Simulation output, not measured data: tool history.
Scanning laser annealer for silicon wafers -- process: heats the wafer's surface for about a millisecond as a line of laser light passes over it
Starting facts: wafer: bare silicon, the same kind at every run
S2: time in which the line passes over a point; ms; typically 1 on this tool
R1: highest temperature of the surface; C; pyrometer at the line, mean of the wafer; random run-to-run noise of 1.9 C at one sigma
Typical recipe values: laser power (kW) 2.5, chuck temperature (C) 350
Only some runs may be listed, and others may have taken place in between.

Run 1, hour 0: usual settings. Result: R1 1126 C.
Run 2, hour 14.7: usual settings but laser power (kW) 2.316. Result: R1 1074 C.
Run 3, hour 34.2: usual settings. Result: R1 1126 C.
Run 4, hour 60.8: usual settings. Result: R1 1127 C.
Run 5, hour 76.7: usual settings. Result: R1 1127 C.
At hour 93.1: optics aligned, line set to its width.
Run 6, hour 110.2: usual settings but laser power (kW) 2.418. Result: R1 1117 C.
Run 7, hour 129.5: usual settings but laser power (kW) 2.418. Result: R1 1120 C.
Run 8, hour 148.4: usual settings but S2 0.76 ms. Result: R1 1044 C.
Run 9, hour 175.7: usual settings but S2 0.76 ms. Result: R1 1045 C.
Run 10, hour 191.5: usual settings but S2 0.76 ms. Result: R1 1046 C.
Run 11, hour 211.5: usual settings but laser power (kW) 2.176, S2 1.24 ms, chuck temperature (C) 342. Result: R1 1109 C.
Run 12, hour 231.8: usual settings but laser power (kW) 2.165, S2 1.07 ms. Result: R1 1062 C.
Run 13, hour 252: usual settings but S2 0.73 ms, chuck temperature (C) 388. Result: R1 1070 C.
Run 14, hour 272.4: usual settings but laser power (kW) 2.682, S2 1.06 ms, chuck temperature (C) 317. Result: R1 1175 C.

Alternative continuations, all from the tool just after run 14; predict every row:
Run A, hour 298.6: usual settings but laser power (kW) 2.366, S2 0.84 ms. Result: R1 ?.
Run B, hour 298.6: usual settings but laser power (kW) 2.631, S2 0.81 ms, chuck temperature (C) 317. Result: R1 ?.
Run C, hour 298.6: usual settings but laser power (kW) 2.157, S2 1.06 ms, chuck temperature (C) 333. Result: R1 ?.
Run D, hour 298.6: usual settings but laser power (kW) 2.52, S2 1.06 ms, chuck temperature (C) 317. Result: R1 ?.

run    R1
  A  1039
  B  1062
  C  1038
  D  1130
Had the tool no hidden state, the same runs would have come out as:
run    R1
  A  1070
  B  1096
  C  1070
  D  1167
